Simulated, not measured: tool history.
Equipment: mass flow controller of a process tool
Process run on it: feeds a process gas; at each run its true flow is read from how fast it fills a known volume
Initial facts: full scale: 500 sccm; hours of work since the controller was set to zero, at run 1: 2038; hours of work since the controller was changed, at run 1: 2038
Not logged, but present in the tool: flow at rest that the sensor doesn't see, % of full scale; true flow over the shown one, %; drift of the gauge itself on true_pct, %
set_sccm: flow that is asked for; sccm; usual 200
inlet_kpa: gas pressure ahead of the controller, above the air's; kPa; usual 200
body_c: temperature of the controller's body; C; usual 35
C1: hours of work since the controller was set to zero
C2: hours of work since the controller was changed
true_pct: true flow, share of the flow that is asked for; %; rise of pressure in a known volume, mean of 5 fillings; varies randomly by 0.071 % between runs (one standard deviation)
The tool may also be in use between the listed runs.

{"run": 1, "hour": 0.0, "set_sccm": 200, "inlet_kpa": 200, "body_c": 35, "C1": 2038, "C2": 2038, "true_pct": 100.53}
{"run": 2, "hour": 75.9, "set_sccm": 200, "inlet_kpa": 200, "body_c": 35, "C1": 2089, "C2": 2089, "true_pct": 100.41}
{"run": 3, "hour": 125.5, "set_sccm": 200, "inlet_kpa": 200, "body_c": 35, "C1": 2122, "C2": 2122, "true_pct": 100.36}
{"run": 4, "hour": 225.6, "set_sccm": 200, "inlet_kpa": 200, "body_c": 35, "C1": 2190, "C2": 2190, "true_pct": 100.29}
{"run": 5, "hour": 289.0, "set_sccm": 200, "inlet_kpa": 200, "body_c": 35, "C1": 2232, "C2": 2232, "true_pct": 100.12}
{"run": 6, "hour": 377.6, "set_sccm": 200, "inlet_kpa": 200, "body_c": 35, "C1": 2292, "C2": 2292, "true_pct": 100.1}
{"run": 7, "hour": 453.5, "set_sccm": 200, "inlet_kpa": 200, "body_c": 23, "C1": 2343, "C2": 2343, "true_pct": 99.1}
{"run": 8, "hour": 519.5, "set_sccm": 200, "inlet_kpa": 200, "body_c": 23, "C1": 2387, "C2": 2387, "true_pct": 99.11}
{"run": 9, "hour": 569.5, "set_sccm": 200, "inlet_kpa": 200, "body_c": 23, "C1": 2421, "C2": 2421, "true_pct": 99.04}
{"run": 10, "hour": 675.5, "set_sccm": 200, "inlet_kpa": 169, "body_c": 35, "C1": 2492, "C2": 2492, "true_pct": 99.62}
{"run": 11, "hour": 778.6, "set_sccm": 110, "inlet_kpa": 200, "body_c": 35, "C1": 2562, "C2": 2562, "true_pct": 99.66}
{"run": 12, "hour": 853.4, "set_sccm": 110, "inlet_kpa": 200, "body_c": 35, "C1": 2612, "C2": 2612, "true_pct": 99.68}
{"run": 13, "hour": 918.6, "set_sccm": 191, "inlet_kpa": 200, "body_c": 35, "C1": 2656, "C2": 2656, "true_pct": 99.57}
{"run": 14, "hour": 1002.3, "set_sccm": 191, "inlet_kpa": 200, "body_c": 35, "C1": 2712, "C2": 2712, "true_pct": 99.62}
{"run": 15, "hour": 1099.4, "set_sccm": 191, "inlet_kpa": 200, "body_c": 35, "C1": 2778, "C2": 2778, "true_pct": 99.53}
{"run": 16, "hour": 1195.8, "set_sccm": 191, "inlet_kpa": 200, "body_c": 35, "C1": 2843, "C2": 2843, "true_pct": 99.4}
{"run": 17, "hour": 1239.7, "set_sccm": 191, "inlet_kpa": 200, "body_c": 35, "C1": 2872, "C2": 2872, "true_pct": 99.39}
{"run": 18, "hour": 1328.7, "set_sccm": 117, "inlet_kpa": 200, "body_c": 35, "C1": 2932, "C2": 2932, "true_pct": 99.16}
{"run": 19, "hour": 1431.1, "set_sccm": 117, "inlet_kpa": 200, "body_c": 35, "C1": 3001, "C2": 3001, "true_pct": 99.05}
{"run": 20, "hour": 1489.1, "set_sccm": 117, "inlet_kpa": 200, "body_c": 35, "C1": 3040, "C2": 3040, "true_pct": 99.06}
{"run": 21, "hour": 1584.4, "set_sccm": 117, "inlet_kpa": 200, "body_c": 35, "C1": 3104, "C2": 3104, "true_pct": 98.9}
{"run": 22, "hour": 1629.4, "set_sccm": 117, "inlet_kpa": 200, "body_c": 35, "C1": 3134, "C2": 3134, "true_pct": 99.03}
{"run": 23, "hour": 1730.8, "set_sccm": 117, "inlet_kpa": 200, "body_c": 31, "C1": 3203, "C2": 3203, "true_pct": 98.52}
{"run": 24, "hour": 1799.2, "set_sccm": 160, "inlet_kpa": 202, "body_c": 35, "C1": 3249, "C2": 3249, "true_pct": 98.8}
{"run": 25, "hour": 1846.8, "set_sccm": 160, "inlet_kpa": 144, "body_c": 21, "C1": 3281, "C2": 3281, "true_pct": 97.5}
{"run": 26, "hour": 1939.9, "set_sccm": 160, "inlet_kpa": 144, "body_c": 21, "C1": 3343, "C2": 3343, "true_pct": 97.35}
{"run": 27, "hour": 2027.6, "set_sccm": 68, "inlet_kpa": 182, "body_c": 33, "C1": 3402, "C2": 3402, "true_pct": 98.29}
{"run": 28, "hour": 2108.7, "set_sccm": 180, "inlet_kpa": 261, "body_c": 23, "C1": 3457, "C2": 3457, "true_pct": 97.92}
{"run": 29, "hour": 2175.3, "set_sccm": 180, "inlet_kpa": 202, "body_c": 33, "C1": 3502, "C2": 3502, "true_pct": 98.37}
{"run": 30, "hour": 2256.0, "set_sccm": 141, "inlet_kpa": 160, "body_c": 33, "C1": 3556, "C2": 3556, "true_pct": 98.03}
{"run": 31, "hour": 2317.5, "set_sccm": 245, "inlet_kpa": 200, "body_c": 38, "C1": 3597, "C2": 3597, "true_pct": 98.64}
{"run": 32, "hour": 2388.2, "set_sccm": 285, "inlet_kpa": 200, "body_c": 35, "C1": 3645, "C2": 3645, "true_pct": 98.33}
{"run": 33, "hour": 2465.3, "set_sccm": 285, "inlet_kpa": 200, "body_c": 35, "C1": 3697, "C2": 3697, "true_pct": 98.45}
{"run": 34, "hour": 2526.1, "set_sccm": 285, "inlet_kpa": 200, "body_c": 35, "C1": 3738, "C2": 3738, "true_pct": 98.23}
{"run": 35, "hour": 2586.6, "set_sccm": 200, "inlet_kpa": 262, "body_c": 35, "C1": 3778, "C2": 3778, "true_pct": 98.62}
{"run": 36, "hour": 2663.1, "set_sccm": 200, "inlet_kpa": 262, "body_c": 35, "C1": 3830, "C2": 3830, "true_pct": 98.29}
{"hour": 2740.0, "done": "gauge calibrated"}
{"run": 37, "hour": 2769.1, "set_sccm": 200, "inlet_kpa": 156, "body_c": 35, "C1": 3901, "C2": 3901, "true_pct": 100.36}
{"run": 38, "hour": 2868.3, "set_sccm": 157, "inlet_kpa": 247, "body_c": 37, "C1": 3968, "C2": 3968, "true_pct": 100.69}
{"run": 39, "hour": 2933.2, "set_sccm": 137, "inlet_kpa": 241, "body_c": 37, "C1": 4012, "C2": 4012, "true_pct": 100.55}
{"run": 40, "hour": 3019.7, "set_sccm": 137, "inlet_kpa": 241, "body_c": 37, "C1": 4070, "C2": 4070, "true_pct": 100.32}
{"run": 41, "hour": 3097.8, "set_sccm": 137, "inlet_kpa": 265, "body_c": 37, "C1": 4122, "C2": 4122, "true_pct": 100.6}

What if the next run were any one of these 4? Each begins from the tool's condition after run 41:
{"run": "A", "hour": 3186.2, "set_sccm": 77, "inlet_kpa": 200, "body_c": 28, "C1": 4182, "C2": 4182, "true_pct": "?"}
{"run": "B", "hour": 3186.2, "set_sccm": 192, "inlet_kpa": 236, "body_c": 24, "C1": 4182, "C2": 4182, "true_pct": "?"}
{"run": "C", "hour": 3186.2, "set_sccm": 137, "inlet_kpa": 170, "body_c": 37, "C1": 4182, "C2": 4182, "true_pct": "?"}
{"run": "D", "hour": 3186.2, "set_sccm": 361, "inlet_kpa": 271, "body_c": 22, "C1": 4182, "C2": 4182, "true_pct": "?"}

run=A true_pct=99.32
run=B true_pct=99.29
run=C true_pct=100.09
run=D true_pct=99.32
Had the tool no hidden state, the same runs would have come out as:
run=A true_pct=99.73
run=B true_pct=99.7
run=C true_pct=100.5
run=D true_pct=99.72
